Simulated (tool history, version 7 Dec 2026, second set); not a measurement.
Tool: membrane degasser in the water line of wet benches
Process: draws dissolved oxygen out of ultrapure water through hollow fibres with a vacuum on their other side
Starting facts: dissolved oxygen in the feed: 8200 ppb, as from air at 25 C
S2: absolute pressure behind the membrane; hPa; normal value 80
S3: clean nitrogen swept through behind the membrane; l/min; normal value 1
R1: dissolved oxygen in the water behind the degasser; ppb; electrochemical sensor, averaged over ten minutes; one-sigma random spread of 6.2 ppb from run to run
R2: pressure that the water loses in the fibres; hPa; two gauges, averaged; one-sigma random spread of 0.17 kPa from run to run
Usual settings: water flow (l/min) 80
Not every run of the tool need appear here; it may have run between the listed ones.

Run 1, hour 0: usual settings. Result: R1 684.5 ppb, R2 299.3 hPa.
Run 2, hour 72.3: usual settings. Result: R1 682.7 ppb, R2 297.2 hPa.
Run 3, hour 189.8: usual settings. Result: R1 682.3 ppb, R2 298.2 hPa.
Run 4, hour 295.3: usual settings but S2 103.8 hPa. Result: R1 980.1 ppb, R2 298.9 hPa.
Run 5, hour 386.9: usual settings but S2 103.8 hPa. Result: R1 965.5 ppb, R2 300 hPa.
Run 6, hour 467.8: usual settings. Result: R1 684.3 ppb, R2 299.4 hPa.
Run 7, hour 619.8: usual settings. Result: R1 697.7 ppb, R2 301.5 hPa.
Run 8, hour 749.4: usual settings but S3 0.9 l/min. Result: R1 745.9 ppb, R2 297.3 hPa.
Run 9, hour 874.4: usual settings. Result: R1 694.1 ppb, R2 299.6 hPa.
Run 10, hour 1049.4: usual settings but S2 117.8 hPa. Result: R1 1110.7 ppb, R2 303 hPa.
Run 11, hour 1228.6: usual settings but S2 117.8 hPa. Result: R1 1123.1 ppb, R2 301.9 hPa.
Run 12, hour 1316.5: usual settings but S2 117.8 hPa. Result: R1 1139.9 ppb, R2 298.5 hPa.
Run 13, hour 1472.6: usual settings but S2 94.9 hPa. Result: R1 871.6 ppb, R2 301.6 hPa.
Run 14, hour 1608.5: usual settings but S3 0.84 l/min. Result: R1 773.3 ppb, R2 302.2 hPa.
Run 15, hour 1713.8: usual settings but S3 0.84 l/min. Result: R1 777.5 ppb, R2 301.6 hPa.
Run 16, hour 1827.6: usual settings but water flow (l/min) 106. Result: R1 834.3 ppb, R2 402 hPa.
Run 17, hour 1921.3: usual settings but water flow (l/min) 49, S3 0.93 l/min. Result: R1 512.9 ppb, R2 186.7 hPa.
Run 18, hour 2020.8: usual settings but water flow (l/min) 105, S2 179 hPa, S3 2.22 l/min. Result: R1 1276.7 ppb, R2 396.4 hPa.
Run 19, hour 2148.9: usual settings but water flow (l/min) 68, S2 88.3 hPa, S3 2.3 l/min. Result: R1 398.9 ppb, R2 256.1 hPa.
At hour 2161.1: vacuum gauge calibrated.
Run 20, hour 2244.6: usual settings but S2 72.1 hPa, S3 0.49 l/min. Result: R1 780.9 ppb, R2 301.4 hPa.
Run 21, hour 2339: usual settings but S2 72.1 hPa, S3 0.49 l/min. Result: R1 774.1 ppb, R2 301.7 hPa.
Run 22, hour 2459.6: usual settings but S3 0.41 l/min. Result: R1 988.3 ppb, R2 302.7 hPa.

The next listed run, before its measurement:
Run 23, hour 2552: usual settings but S3 0.41 l/min. Result: R1 ?, R2 ?.

Run 23 produced R1 984.3 ppb, R2 300.8 hPa.
Take away the tool's hidden state, keep the run-to-run variation as it was, and the same run would have given R1 991.2 ppb, R2 289.5 hPa.
